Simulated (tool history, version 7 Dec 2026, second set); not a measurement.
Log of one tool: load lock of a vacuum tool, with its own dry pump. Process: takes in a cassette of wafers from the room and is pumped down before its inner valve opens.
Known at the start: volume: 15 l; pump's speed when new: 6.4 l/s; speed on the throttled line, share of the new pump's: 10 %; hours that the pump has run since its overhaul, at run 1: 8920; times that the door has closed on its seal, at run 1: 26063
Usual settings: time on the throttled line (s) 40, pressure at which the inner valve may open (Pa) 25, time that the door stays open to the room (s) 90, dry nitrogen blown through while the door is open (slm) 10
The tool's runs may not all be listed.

| run | day | time on the throttled line (s) | pressure at which the inner valve may open (Pa) | time that the door stays open to the room (s) | dry nitrogen blown through while the door is open (slm) | hours that the pump has run since its overhaul | times that the door has closed on its seal | incoming humidity of the room's air, % | time from the closed door until the inner valve may open (s) | rise of the pressure with all valves shut (Pa/min) |
|---|---|---|---|---|---|---|---|---|---|---|
| 1 | 0.000 | 40 | 25 | 90 | 10 | 8920 | 26063 | 40.9 | 55.8 | 0.060 |
| 2 | 9.467 | 40 | 25 | 90 | 10 | 9147 | 27150 | 43.2 | 55.9 | 0.067 |
| 3 | 16.017 | 40 | 25 | 90 | 10 | 9305 | 27901 | 43.4 | 55.9 | 0.064 |
| 4 | 26.354 | 40 | 25 | 42 | 10 | 9553 | 29088 | 46.1 | 56.1 | 0.039 |
| 5 | 32.204 | 40 | 25 | 90 | 9 | 9693 | 29759 | 45.3 | 56.0 | 0.069 |
| 6 | 39.317 | 40 | 45 | 90 | 10 | 9864 | 30576 | 50.1 | 54.4 | 0.067 |
| 7 | 46.321 | 40 | 45 | 90 | 10 | 10032 | 31379 | 45.8 | 54.7 | 0.065 |
| 8 | 52.225 | 40 | 45 | 90 | 10 | 10174 | 32057 | 45.5 | 54.6 | 0.070 |
| 9 | 62.429 | 40 | 25 | 90 | 10 | 10418 | 33228 | 49.9 | 55.8 | 0.075 |
| 10 | 75.158 | 40 | 25 | 90 | 10 | 10724 | 34688 | 44.0 | 55.9 | 0.073 |
| 11 | 82.129 | 40 | 25 | 90 | 10 | 10891 | 35488 | 47.8 | 55.9 | 0.071 |
| 12 | 88.371 | 72 | 25 | 90 | 10 | 11041 | 36205 | 43.5 | 84.6 | 0.070 |
| 13 | 96.258 | 72 | 25 | 90 | 10 | 11230 | 37110 | 43.5 | 84.8 | 0.065 |
| 14 | 102.738 | 72 | 25 | 90 | 10 | 11386 | 37854 | 44.3 | 84.8 | 0.065 |
|  | 108.921 | door's seal changed, seat wiped |
| 15 | 111.375 | 80 | 25 | 90 | 10 | 11592 | 282 | 42.3 | 91.9 | 0.063 |
| 16 | 117.138 | 40 | 25 | 90 | 10 | 11730 | 943 | 43.4 | 55.8 | 0.068 |
| 17 | 127.358 | 40 | 25 | 58 | 10 | 11975 | 2116 | 46.7 | 56.0 | 0.056 |
| 18 | 139.146 | 40 | 25 | 58 | 10 | 12258 | 3468 | 48.5 | 55.9 | 0.050 |
| 19 | 145.925 | 40 | 25 | 58 | 10 | 12421 | 4247 | 44.4 | 55.7 | 0.051 |
| 20 | 158.208 | 40 | 25 | 58 | 10 | 12716 | 5656 | 46.0 | 56.0 | 0.047 |
| 21 | 163.683 | 40 | 35 | 90 | 6 | 12847 | 6284 | 42.4 | 55.3 | 0.069 |
| 22 | 169.158 | 34 | 38 | 63 | 42 | 12978 | 6912 | 46.5 | 49.2 | 0.034 |
| 23 | 179.350 | 33 | 38 | 63 | 42 | 13223 | 8082 | 46.5 | 48.6 | 0.032 |
| 24 | 190.971 | 30 | 25 | 90 | 19 | 13502 | 9416 | 45.8 | 47.2 | 0.053 |
| 25 | 200.158 | 48 | 25 | 90 | 16 | 13723 | 10470 | 45.7 | 63.3 | 0.063 |
| 26 | 205.800 | 48 | 25 | 90 | 16 | 13858 | 11117 | 44.9 | 63.5 | 0.061 |
| 27 | 212.529 | 24 | 21 | 49 | 14 | 14019 | 11890 | 44.9 | 41.8 | 0.041 |
| 28 | 220.696 | 24 | 21 | 49 | 14 | 14215 | 12827 | 46.7 | 41.8 | 0.037 |
| 29 | 228.183 | 64 | 25 | 90 | 10 | 14395 | 13686 | 43.4 | 77.7 | 0.064 |
| 30 | 237.621 | 40 | 29 | 90 | 34 | 14622 | 14769 | 43.5 | 55.4 | 0.042 |
| 31 | 246.675 | 40 | 45 | 90 | 10 | 14839 | 15808 | 45.9 | 54.5 | 0.068 |
| 32 | 255.104 | 42 | 45 | 90 | 8 | 15041 | 16776 | 41.6 | 56.2 | 0.060 |
| 33 | 266.875 | 45 | 45 | 90 | 6 | 15324 | 18126 | 48.2 | 59.1 | 0.081 |
| 34 | 277.796 | 40 | 25 | 78 | 9 | 15586 | 19380 | 42.9 | 55.8 | 0.060 |
| 35 | 289.088 | 26 | 39 | 90 | 18 | 15857 | 20675 | 48.1 | 42.1 | 0.061 |
| 36 | 297.121 | 40 | 22 | 54 | 10 | 16050 | 21598 | 43.2 | 56.1 | 0.043 |
| 37 | 303.779 | 25 | 24 | 40 | 11 | 16209 | 22362 | 45.7 | 42.4 | 0.041 |

3 ways to go on from here, each from the tool as it stands after run 37. What would each give?
| A | 308.975 | 47 | 32 | 90 | 22 | 16334 | 22958 | 40.8 | ? | ? |
| B | 308.975 | 25 | 26 | 52 | 10 | 16334 | 22958 | 42.3 | ? | ? |
| C | 308.975 | 40 | 25 | 216 | 12 | 16334 | 22958 | 44.8 | ? | ? |

| run | time from the closed door until the inner valve may open (s) | rise of the pressure with all valves shut (Pa/min) |
|---|---|---|
| A | 61.5 | 0.048 |
| B | 42.5 | 0.049 |
| C | 55.7 | 0.116 |
Without the tool's hidden state the same runs would have given:
| run | time from the closed door until the inner valve may open (s) | rise of the pressure with all valves shut (Pa/min) |
|---|---|---|
| A | 61.5 | 0.047 |
| B | 42.5 | 0.048 |
| C | 55.7 | 0.115 |
